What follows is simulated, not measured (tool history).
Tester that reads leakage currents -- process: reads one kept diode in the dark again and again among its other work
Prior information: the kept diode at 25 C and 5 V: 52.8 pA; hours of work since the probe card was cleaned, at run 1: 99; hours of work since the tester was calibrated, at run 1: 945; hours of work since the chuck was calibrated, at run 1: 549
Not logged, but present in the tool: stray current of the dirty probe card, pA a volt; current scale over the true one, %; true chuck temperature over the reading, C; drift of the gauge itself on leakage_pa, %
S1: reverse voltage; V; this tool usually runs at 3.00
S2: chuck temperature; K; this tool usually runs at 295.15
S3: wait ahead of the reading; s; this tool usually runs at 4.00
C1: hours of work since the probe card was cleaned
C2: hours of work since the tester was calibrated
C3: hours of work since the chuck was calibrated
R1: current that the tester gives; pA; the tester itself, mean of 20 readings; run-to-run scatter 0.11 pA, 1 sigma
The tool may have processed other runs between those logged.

run 1 day=0.000 | S1=3.00 S2=295.15 S3=4.00 | C1=99 C2=945 C3=549 | R1=32.28
run 2 day=6.075 | S1=3.00 S2=295.15 S3=4.00 | C1=159 C2=1005 C3=609 | R1=32.12
run 3 day=14.821 | S1=3.00 S2=295.15 S3=4.00 | C1=246 C2=1091 C3=695 | R1=32.17
run 4 day=21.242 | S1=3.00 S2=295.15 S3=4.00 | C1=309 C2=1154 C3=758 | R1=32.04
run 5 day=31.542 | S1=8.07 S2=295.15 S3=4.00 | C1=411 C2=1256 C3=860 | R1=53.18
run 6 day=36.554 | S1=15.45 S2=295.15 S3=4.00 | C1=460 C2=1305 C3=909 | R1=73.45
run 7 day=44.546 | S1=15.45 S2=295.15 S3=0.77 | C1=539 C2=1384 C3=988 | R1=74.33
run 8 day=50.054 | S1=12.50 S2=319.15 S3=3.00 | C1=593 C2=1439 C3=1042 | R1=401.89
run 9 day=60.592 | S1=12.50 S2=319.15 S3=3.00 | C1=697 C2=1543 C3=1146 | R1=398.80
run 10 day=70.221 | S1=3.79 S2=319.15 S3=1.74 | C1=792 C2=1638 C3=1241 | R1=220.71
run 11 day=76.171 | S1=3.80 S2=319.15 S3=0.42 | C1=851 C2=1696 C3=1300 | R1=221.60

Branching from run 11: 5 alternative next runs. What would each branch give?
run A day=86.762 | S1=5.92 S2=319.15 S3=1.31 | C1=955 C2=1801 C3=1405 | R1=?
run B day=86.762 | S1=1.52 S2=301.15 S3=0.61 | C1=955 C2=1801 C3=1405 | R1=?
run C day=86.762 | S1=3.00 S2=295.15 S3=1.62 | C1=955 C2=1801 C3=1405 | R1=?
run D day=86.762 | S1=3.00 S2=319.15 S3=4.00 | C1=955 C2=1801 C3=1405 | R1=?
run E day=86.762 | S1=12.98 S2=294.15 S3=4.00 | C1=955 C2=1801 C3=1405 | R1=?

run=A R1=277.74
run=B R1=37.08
run=C R1=32.42
run=D R1=195.97
run=E R1=62.12
Without the tool's hidden state the same runs would have given:
run=A R1=277.60
run=B R1=37.06
run=C R1=32.40
run=D R1=195.88
run=E R1=62.03

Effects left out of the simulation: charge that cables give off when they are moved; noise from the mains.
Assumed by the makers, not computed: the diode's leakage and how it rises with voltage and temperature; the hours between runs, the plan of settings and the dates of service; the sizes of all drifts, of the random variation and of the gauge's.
